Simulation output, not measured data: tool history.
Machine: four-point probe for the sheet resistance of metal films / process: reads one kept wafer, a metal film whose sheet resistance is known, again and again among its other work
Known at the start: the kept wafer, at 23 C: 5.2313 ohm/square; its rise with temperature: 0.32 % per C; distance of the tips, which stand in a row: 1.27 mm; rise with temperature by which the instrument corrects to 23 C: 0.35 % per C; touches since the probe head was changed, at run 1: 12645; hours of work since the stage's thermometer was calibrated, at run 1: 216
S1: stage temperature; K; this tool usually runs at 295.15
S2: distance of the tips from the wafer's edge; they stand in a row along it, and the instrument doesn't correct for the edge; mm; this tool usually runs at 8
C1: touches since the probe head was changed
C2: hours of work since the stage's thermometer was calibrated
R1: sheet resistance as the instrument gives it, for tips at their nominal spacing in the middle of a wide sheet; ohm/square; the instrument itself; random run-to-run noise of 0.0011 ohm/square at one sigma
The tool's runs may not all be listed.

run    hour      S1  S2     C1   C2        R1
  1       0  295.15   8  12645  216  5.299249
  2      49  305.15   8  14562  239  5.282951
  3    99.3  295.15  66  16526  262  5.235165
  4   121.7  295.15  66  17405  272  5.234015
  5   172.4  295.15   7  19385  295   5.32471
  6   217.8  295.15   7  21161  316   5.32367
  7   258.4  295.15   7  22750  335  5.326056
  8   303.7  295.15   7  24521  356  5.324958
  9   341.7  297.15   7  26006  373  5.324029
 10   368.4  297.15   7  27050  385  5.323895
 11     417  297.15   7  28951  408  5.322699
 12   457.2  297.15  10  30522  426  5.278512
 13   486.8  297.15  10  31681  440  5.279164
 14   514.2  297.15  10  32750  452  5.280319
 15   551.3  306.15   8  34202  469  5.291394
 16   589.3  304.15   8  35688  487  5.295497
 17   635.5  306.15   8  37496  508  5.291456
 18   680.9  295.15   5  39272  529    5.4165
 19   719.7  295.15   5  40789  547  5.416224
 20   769.5  295.15  36  42733  569  5.246052
 21   814.3  293.15  30  44485  590  5.251352
 22   837.6  292.15  23  45397  601  5.258052
 23   886.6  292.15  23  47315  623  5.258893
 24   926.4  292.15  23  48871  642  5.257556
 25   977.6  292.15  23  50871  665  5.260993
      982.5  -- stage's thermometer calibrated
 26  1003.1  293.15  57  51849    9  5.252101
 27  1055.6  303.15   8  53900   34  5.303973
 28  1080.8  303.15   8  54889   45  5.306272
 29  1135.6  303.15   8  57029   70  5.307998
 30  1159.8  292.15  35  57977   81  5.259172
 31    1184  297.15  15  58921   93  5.267343
     1198.8  -- stage's thermometer calibrated, once more
 32  1229.7  296.15  36  60691   14  5.247387
 33  1279.7  291.15  49  62645   37  5.255799
 34  1327.6  304.15   3  64518   59  5.688247
 35  1361.3  295.15   3  65836   75  5.704645
 36  1387.6  295.15  22  66863   87  5.257908
 37  1418.1  295.15  22  68057  101  5.258828
 38  1440.8  295.15   6  68946  111  5.375006
 39  1470.7  294.15  49  70115  125  5.254015
 40  1525.1  294.15  49  72242  150   5.25442

Selected run-to-run steps in R1, each split into two signed amounts: the part the tool would show with no hidden state at all (from settings, incoming material and random variation), and the remainder, which goes to the hidden state together with any gauge scatter not common to the measured and the hidden-state-free results:
Hidden state at play: inner tips' distance over the nominal, %; tips' flats over new ones', %; wafer's true temperature over the reading, C; drift of the gauge itself on sheet_ohm, %.
Run 19 -> 20: S2 5 -> 36. R1 -0.170172 ohm/square: hidden state +0.000494, all else -0.170666.
Run 25 -> 26: S1 292.15 -> 293.15, S2 23 -> 57, stage's thermometer calibrated. R1 -0.008892 ohm/square: hidden state +0.002387, all else -0.011279.
Run 31 -> 32: S1 297.15 -> 296.15, S2 15 -> 36, stage's thermometer calibrated, once more. R1 -0.019956 ohm/square: hidden state -0.004637, all else -0.015319.
Run 33 -> 34: S1 291.15 -> 304.15, S2 49 -> 3. R1 +0.432448 ohm/square: hidden state +0.001847, all else +0.430601.
Run 35 -> 36: S2 3 -> 22. R1 -0.446737 ohm/square: hidden state -0.000748, all else -0.445989.

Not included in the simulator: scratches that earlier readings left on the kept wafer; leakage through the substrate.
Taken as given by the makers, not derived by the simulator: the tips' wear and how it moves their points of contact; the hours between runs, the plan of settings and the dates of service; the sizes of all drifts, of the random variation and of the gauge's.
